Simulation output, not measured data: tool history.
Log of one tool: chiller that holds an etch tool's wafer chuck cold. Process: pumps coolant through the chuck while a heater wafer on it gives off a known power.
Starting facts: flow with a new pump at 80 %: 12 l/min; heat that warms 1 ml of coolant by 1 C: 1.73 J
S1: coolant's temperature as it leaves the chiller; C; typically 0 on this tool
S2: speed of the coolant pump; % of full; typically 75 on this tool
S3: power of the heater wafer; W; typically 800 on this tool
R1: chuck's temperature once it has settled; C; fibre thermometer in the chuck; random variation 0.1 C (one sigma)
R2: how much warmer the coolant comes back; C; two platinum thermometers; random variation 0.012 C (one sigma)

Run 1, hour 0.0: usual settings. Result: R1 9.1 C, R2 2.63 C.
Run 2, hour 85.8: usual settings. Result: R1 9.3 C, R2 2.61 C.
At hour 272.3: coolant pump overhauled.
Run 3, hour 285.3: usual settings but S2 81 % of full. Result: R1 9.0 C, R2 2.51 C.
Run 4, hour 384.8: usual settings but S2 65 % of full. Result: R1 10.7 C, R2 3.14 C.
Run 5, hour 491.8: usual settings but S2 65 % of full. Result: R1 10.8 C, R2 3.15 C.
Run 6, hour 655.9: usual settings. Result: R1 9.8 C, R2 2.75 C.
At hour 823.5: coolant pump overhauled, once more.
Run 7, hour 846.9: usual settings. Result: R1 9.4 C, R2 2.45 C.
At hour 968.6: chiller's thermometer calibrated.
Run 8, hour 981.9: usual settings. Result: R1 8.7 C, R2 2.46 C.
Run 9, hour 1094.5: usual settings but S2 87 % of full. Result: R1 8.0 C, R2 2.13 C.
Run 10, hour 1244.7: usual settings but S1 -9 C. Result: R1 0.0 C, R2 2.45 C.
At hour 1327.7: coolant changed, channels flushed.
Run 11, hour 1386.6: usual settings but S1 -9 C. Result: R1 -1.4 C, R2 2.46 C.
Run 12, hour 1570.0: usual settings. Result: R1 7.8 C, R2 2.49 C.
Run 13, hour 1677.7: usual settings. Result: R1 7.9 C, R2 2.46 C.
Run 14, hour 1769.3: usual settings but S2 86 % of full. Result: R1 7.0 C, R2 2.16 C.
Run 15, hour 1973.8: usual settings but S2 86 % of full. Result: R1 7.2 C, R2 2.17 C.
Run 16, hour 2079.0: usual settings but S2 86 % of full. Result: R1 7.3 C, R2 2.19 C.
Run 17, hour 2223.3: usual settings but S2 86 % of full. Result: R1 7.5 C, R2 2.18 C.
Run 18, hour 2359.3: usual settings but S1 -10 C, S2 87 % of full, S3 635 W. Result: R1 -3.9 C, R2 1.74 C.
Run 19, hour 2513.8: usual settings but S1 -10 C, S2 87 % of full, S3 635 W. Result: R1 -3.8 C, R2 1.72 C.
Run 20, hour 2608.7: usual settings but S1 -7 C, S2 73 % of full, S3 717 W. Result: R1 0.9 C, R2 2.31 C.
Run 21, hour 2761.2: usual settings but S1 3 C, S2 89 % of full, S3 607 W. Result: R1 8.9 C, R2 1.61 C.
Run 22, hour 2855.6: usual settings but S1 3 C, S2 89 % of full, S3 607 W. Result: R1 8.8 C, R2 1.62 C.
Run 23, hour 3003.4: usual settings but S1 3 C, S2 70 % of full, S3 810 W. Result: R1 12.3 C, R2 2.73 C.
Run 24, hour 3194.9: usual settings but S1 3 C, S2 90 % of full, S3 810 W. Result: R1 10.7 C, R2 2.16 C.
Run 25, hour 3359.9: usual settings but S1 -2 C, S2 93 % of full, S3 1013 W. Result: R1 7.7 C, R2 2.60 C.
Run 26, hour 3485.4: usual settings but S2 69 % of full, S3 967 W. Result: R1 11.5 C, R2 3.38 C.
Run 27, hour 3638.7: usual settings but S2 96 % of full, S3 479 W. Result: R1 4.7 C, R2 1.20 C.
Run 28, hour 3828.8: usual settings but S1 -2 C, S2 72 % of full, S3 789 W. Result: R1 7.7 C, R2 2.63 C.
Run 29, hour 3915.0: usual settings but S2 68 % of full, S3 635 W. Result: R1 8.2 C, R2 2.27 C.

Predict each of these 3 candidate next runs independently; none follows another, all start after run 29:
At hour 4112.2: coolant changed, channels flushed.
Run A, hour 4114.4: usual settings but S1 -6 C, S3 972 W. Result: R1 ?, R2 ?.
At hour 4112.2: coolant changed, channels flushed.
Run B, hour 4114.4: usual settings but S2 64 % of full, S3 635 W. Result: R1 ?, R2 ?.
At hour 4112.2: coolant changed, channels flushed.
Run C, hour 4114.4: usual settings but S1 2 C, S2 68 % of full, S3 819 W. Result: R1 ?, R2 ?.

run    R1    R2
  A   4.0  3.14
  B   7.4  2.39
  C  11.2  2.89
Take away the tool's hidden state, keep each run's random variation, and the runs would have read:
run    R1    R2
  A   3.2  3.02
  B   6.6  2.29
  C  10.4  2.78

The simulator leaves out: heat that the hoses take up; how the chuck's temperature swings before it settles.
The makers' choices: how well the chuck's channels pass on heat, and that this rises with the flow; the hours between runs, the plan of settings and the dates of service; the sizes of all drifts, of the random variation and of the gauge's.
